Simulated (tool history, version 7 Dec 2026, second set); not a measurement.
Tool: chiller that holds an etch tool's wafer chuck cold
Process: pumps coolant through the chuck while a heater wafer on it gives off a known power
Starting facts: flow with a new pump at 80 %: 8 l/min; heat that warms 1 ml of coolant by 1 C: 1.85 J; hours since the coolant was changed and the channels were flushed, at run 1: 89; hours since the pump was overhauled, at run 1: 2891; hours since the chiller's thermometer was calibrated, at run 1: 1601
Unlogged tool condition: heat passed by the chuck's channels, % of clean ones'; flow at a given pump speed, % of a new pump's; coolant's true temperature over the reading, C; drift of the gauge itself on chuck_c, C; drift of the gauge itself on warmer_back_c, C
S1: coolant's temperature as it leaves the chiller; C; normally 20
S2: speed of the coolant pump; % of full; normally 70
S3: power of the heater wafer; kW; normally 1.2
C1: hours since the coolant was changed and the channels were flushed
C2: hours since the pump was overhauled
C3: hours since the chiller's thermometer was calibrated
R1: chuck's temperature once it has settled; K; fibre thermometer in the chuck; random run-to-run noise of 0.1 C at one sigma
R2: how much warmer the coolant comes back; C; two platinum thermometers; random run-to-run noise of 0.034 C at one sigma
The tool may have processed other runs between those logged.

Run 1, hour 0: usual settings; C1 89; C2 2891; C3 1601. Result: R1 307.05 K, R2 6.15 C.
Run 2, hour 71.4: usual settings; C1 160; C2 2962; C3 1673. Result: R1 307.05 K, R2 6.12 C.
Run 3, hour 119.5: usual settings; C1 208; C2 3011; C3 1721. Result: R1 307.05 K, R2 6.11 C.
Run 4, hour 201.9: usual settings; C1 291; C2 3093; C3 1803. Result: R1 307.15 K, R2 6.11 C.
Run 5, hour 249.6: usual settings but S1 10 C; C1 338; C2 3141; C3 1851. Result: R1 297.25 K, R2 6.12 C.
Run 6, hour 310.2: usual settings but S1 10 C; C1 399; C2 3201; C3 1912. Result: R1 297.25 K, R2 6.16 C.
Run 7, hour 402: usual settings but S3 1.114 kW; C1 491; C2 3293; C3 2003. Result: R1 306.25 K, R2 5.67 C.
Run 8, hour 460.4: usual settings but S3 1.114 kW; C1 549; C2 3351; C3 2062. Result: R1 306.05 K, R2 5.77 C.
Run 9, hour 546.3: usual settings; C1 635; C2 3437; C3 2148. Result: R1 307.45 K, R2 6.16 C.
Run 10, hour 625.3: usual settings; C1 714; C2 3516; C3 2227. Result: R1 307.35 K, R2 6.26 C.
Run 11, hour 733: usual settings; C1 822; C2 3624; C3 2334. Result: R1 307.45 K, R2 6.21 C.
Run 12, hour 800.5: usual settings but S3 0.859 kW; C1 889; C2 3692; C3 2402. Result: R1 303.45 K, R2 4.47 C.
Run 13, hour 866.1: usual settings; C1 955; C2 3757; C3 2468. Result: R1 307.45 K, R2 6.2 C.
Run 14, hour 962: usual settings but S1 15 C; C1 1051; C2 3853; C3 2564. Result: R1 302.55 K, R2 6.21 C.
Run 15, hour 1019.3: usual settings but S1 15 C; C1 1108; C2 3910; C3 2621. Result: R1 302.75 K, R2 6.3 C.
Run 16, hour 1103.7: usual settings but S1 15 C; C1 1192; C2 3995; C3 2705. Result: R1 302.75 K, R2 6.33 C.
Run 17, hour 1203.4: usual settings but S2 83 % of full, S3 1.13 kW; C1 1292; C2 4094; C3 2805. Result: R1 305.55 K, R2 5.03 C.
Run 18, hour 1259.2: usual settings but S2 83 % of full, S3 1.13 kW; C1 1348; C2 4150; C3 2861. Result: R1 305.55 K, R2 5.01 C.
Run 19, hour 1328.4: usual settings but S1 11 C; C1 1417; C2 4219; C3 2930. Result: R1 298.85 K, R2 6.36 C.
Run 20, hour 1431: usual settings but S1 12 C, S3 0.925 kW; C1 1520; C2 4322; C3 3032. Result: R1 296.75 K, R2 4.87 C.
At hour 1506.5: chiller's thermometer calibrated.
Run 21, hour 1514.4: usual settings but S1 29 C, S2 81 % of full; C1 1602; C2 4405; C3 8. Result: R1 315.25 K, R2 5.52 C.
Run 22, hour 1571.6: usual settings but S1 29 C, S2 81 % of full; C1 1659; C2 4462; C3 65. Result: R1 315.15 K, R2 5.51 C.
Run 23, hour 1641.2: usual settings but S1 29 C, S2 81 % of full; C1 1729; C2 4531; C3 135. Result: R1 315.75 K, R2 5.49 C.
Run 24, hour 1741.9: usual settings but S1 29 C, S2 81 % of full; C1 1830; C2 4632; C3 235. Result: R1 315.45 K, R2 5.52 C.
Run 25, hour 1832.7: usual settings but S1 12 C, S2 84 % of full, S3 1.356 kW; C1 1920; C2 4723; C3 326. Result: R1 299.65 K, R2 6.02 C.
Run 26, hour 1889: usual settings but S1 14 C, S2 85 % of full, S3 1.075 kW; C1 1977; C2 4779; C3 382. Result: R1 298.75 K, R2 4.74 C.
Run 27, hour 1968.6: usual settings but S1 22 C, S2 89 % of full, S3 1.49 kW; C1 2056; C2 4859; C3 462. Result: R1 310.75 K, R2 6.32 C.
Run 28, hour 2069.5: usual settings but S2 72 % of full; C1 2157; C2 4960; C3 563. Result: R1 307.75 K, R2 6.33 C.
Run 29, hour 2153.2: usual settings but S1 11 C; C1 2241; C2 5043; C3 647. Result: R1 299.05 K, R2 6.59 C.
Run 30, hour 2228.2: usual settings but S1 11 C, S3 1.226 kW; C1 2316; C2 5118; C3 722. Result: R1 299.55 K, R2 6.65 C.
Run 31, hour 2319.1: usual settings but S1 11 C, S3 1.226 kW; C1 2407; C2 5209; C3 813. Result: R1 299.55 K, R2 6.75 C.
Run 32, hour 2378.8: usual settings but S1 11 C, S2 81 % of full, S3 0.978 kW; C1 2466; C2 5269; C3 872. Result: R1 295.55 K, R2 4.57 C.

Describe how what the log doesn't record of the tool's condition differs between the last listed run preceding each entry between runs and the first listed run following it.
Runs 20 to 21: chiller's thermometer calibrated (hour 1506.5)
  heat passed by the chuck's channels, % of clean ones': 96.9 -> 96.7; flow at a given pump speed, % of a new pump's: 87.5 -> 87.2; coolant's true temperature over the reading, C: 0.31 -> 0.03
  what was measured, less what the result would be without the hidden state, R1: +1.4 -> +1.4 K; R2: +0.62 -> +0.7 C
